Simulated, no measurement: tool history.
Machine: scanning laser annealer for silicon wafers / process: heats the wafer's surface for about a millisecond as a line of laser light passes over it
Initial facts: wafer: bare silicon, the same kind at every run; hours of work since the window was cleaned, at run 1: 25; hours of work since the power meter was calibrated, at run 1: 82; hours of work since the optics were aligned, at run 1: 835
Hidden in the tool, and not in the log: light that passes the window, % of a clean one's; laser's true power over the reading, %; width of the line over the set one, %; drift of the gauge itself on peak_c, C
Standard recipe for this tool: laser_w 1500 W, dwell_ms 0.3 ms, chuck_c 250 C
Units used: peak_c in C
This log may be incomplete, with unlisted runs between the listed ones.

run,hour,laser_w,dwell_ms,chuck_c,hours of work since the window was cleaned,hours of work since the power meter was calibrated,hours of work since the optics were aligned,peak_c
1,0,1500,0.3,250,25,82,835,1003
2,30,1500,0.323,250,46,102,856,1028
3,58.9,1500,0.3,250,66,122,876,996
4,75.8,1500,0.3,250,78,134,888,993
5,88.9,1500,0.3,250,87,143,897,996
6,111.8,1500,0.3,250,103,159,912,995
7,127,1500,0.3,250,113,169,923,997
8,151.3,1500,0.3,250,130,186,940,987
9,174,1500,0.3,250,145,201,955,987
10,188.3,1500,0.3,250,155,211,965,989
11,200.8,1500,0.3,288,164,220,974,1028
12,230.1,1500,0.3,288,184,240,994,1024
13,250.2,1500,0.244,241,198,254,1008,898
14,278.4,1627,0.3,222,217,273,1027,1019
15,308.1,1627,0.247,217,238,294,1048,930
16,321.4,1627,0.247,288,247,303,1057,999
17,337.2,1643,0.31,211,258,314,1068,1028
18,357.6,1643,0.265,211,272,328,1082,958
19,377.8,1436,0.267,211,286,342,1096,866
20,393.9,1324,0.22,251,297,353,1107,789
21,415.7,1394,0.212,256,312,368,1122,813
22,430.3,1297,0.249,286,322,378,1132,851
23,451.2,1500,0.318,248,336,393,1146,995

Below are 4 alternative next runs, each starting from the tool's condition after run 23. Predict each:
A,470,1322,0.277,250,349,406,1159,?
B,470,1361,0.256,236,349,406,1159,?
C,470,1344,0.318,248,349,406,1159,?
D,470,1500,0.241,248,349,406,1159,?

run,peak_c
A,863
B,838
C,919
D,890
The same runs, with their run-to-run variation unchanged, on a tool lacking any hidden condition would have given:
run,peak_c
A,887
B,862
C,946
D,916
